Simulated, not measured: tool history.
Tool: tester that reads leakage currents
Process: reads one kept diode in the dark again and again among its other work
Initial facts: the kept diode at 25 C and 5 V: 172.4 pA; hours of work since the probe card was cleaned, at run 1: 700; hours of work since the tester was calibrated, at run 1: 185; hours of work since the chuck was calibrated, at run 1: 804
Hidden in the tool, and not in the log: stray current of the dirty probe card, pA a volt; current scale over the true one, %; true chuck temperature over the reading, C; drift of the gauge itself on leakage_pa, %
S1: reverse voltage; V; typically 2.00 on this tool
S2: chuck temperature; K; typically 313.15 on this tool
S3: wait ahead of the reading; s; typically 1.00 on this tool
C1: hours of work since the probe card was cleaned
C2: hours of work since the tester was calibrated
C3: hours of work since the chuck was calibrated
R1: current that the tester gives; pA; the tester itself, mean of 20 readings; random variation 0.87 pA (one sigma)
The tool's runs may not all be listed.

| run | hour | S1 | S2 | S3 | C1 | C2 | C3 | R1 |
|---|---|---|---|---|---|---|---|---|
| 1 | 0.0 | 2.00 | 313.15 | 1.00 | 700 | 185 | 804 | 289.41 |
| 2 | 31.2 | 2.00 | 310.15 | 1.00 | 718 | 203 | 822 | 235.73 |
| 3 | 61.9 | 2.00 | 313.15 | 1.00 | 736 | 221 | 839 | 291.16 |
| 4 | 107.6 | 2.00 | 313.15 | 1.00 | 762 | 247 | 865 | 288.85 |
| 5 | 155.6 | 2.00 | 313.15 | 1.00 | 789 | 274 | 892 | 289.14 |
| 6 | 183.6 | 2.00 | 313.15 | 1.00 | 805 | 290 | 908 | 289.47 |
| 7 | 244.4 | 2.00 | 313.15 | 1.00 | 839 | 324 | 943 | 289.68 |
| 8 | 295.6 | 2.00 | 313.15 | 1.00 | 869 | 354 | 972 | 290.47 |
| 9 | 324.4 | 2.00 | 313.15 | 1.00 | 885 | 370 | 988 | 288.21 |
| 10 | 389.9 | 2.00 | 313.15 | 1.00 | 922 | 407 | 1026 | 288.68 |
| 11 | 425.5 | 2.00 | 313.15 | 0.41 | 943 | 428 | 1046 | 289.74 |
| 12 | 488.0 | 2.00 | 313.15 | 5.78 | 978 | 463 | 1082 | 288.43 |
| 13 | 516.3 | 2.00 | 295.15 | 1.00 | 994 | 479 | 1098 | 82.00 |
| 14 | 574.2 | 2.00 | 313.15 | 1.00 | 1027 | 512 | 1131 | 288.96 |
| 15 | 605.1 | 2.00 | 313.15 | 1.00 | 1045 | 530 | 1148 | 288.98 |
| 16 | 646.5 | 2.00 | 313.15 | 1.00 | 1068 | 553 | 1172 | 290.34 |
| 17 | 690.4 | 2.00 | 313.15 | 1.71 | 1093 | 578 | 1197 | 290.65 |
| 18 | 749.3 | 2.00 | 314.15 | 1.00 | 1127 | 612 | 1230 | 309.23 |
| 19 | 795.4 | 2.00 | 314.15 | 1.00 | 1153 | 638 | 1257 | 307.83 |
| 20 | 831.1 | 2.92 | 313.15 | 1.00 | 1173 | 658 | 1277 | 358.88 |
| 21 | 862.3 | 2.92 | 313.15 | 1.00 | 1191 | 676 | 1295 | 359.07 |
| 22 | 919.8 | 1.21 | 313.15 | 1.00 | 1224 | 709 | 1327 | 217.47 |
| 23 | 953.1 | 7.37 | 317.15 | 0.44 | 1243 | 728 | 1346 | 797.35 |
| 24 | 1021.1 | 7.37 | 317.15 | 0.44 | 1282 | 767 | 1385 | 796.21 |
| 25 | 1064.4 | 1.05 | 294.15 | 1.00 | 1306 | 791 | 1410 | 52.26 |
| 26 | 1125.0 | 1.05 | 294.15 | 1.00 | 1341 | 826 | 1444 | 52.72 |
| 27 | 1181.6 | 10.97 | 332.15 | 1.00 | 1373 | 858 | 1477 | 2512.00 |
| 28 | 1241.1 | 10.97 | 332.15 | 1.00 | 1407 | 892 | 1510 | 2507.42 |
| 29 | 1306.9 | 10.97 | 332.15 | 1.00 | 1444 | 929 | 1548 | 2501.31 |

What will run 30 give?
| 30 | 1339.1 | 10.97 | 332.15 | 1.00 | 1463 | 948 | 1566 | ? |

R1: 2509.08 pA
With no hidden state in the tool, this same run would have given R1 2513.37 pA.
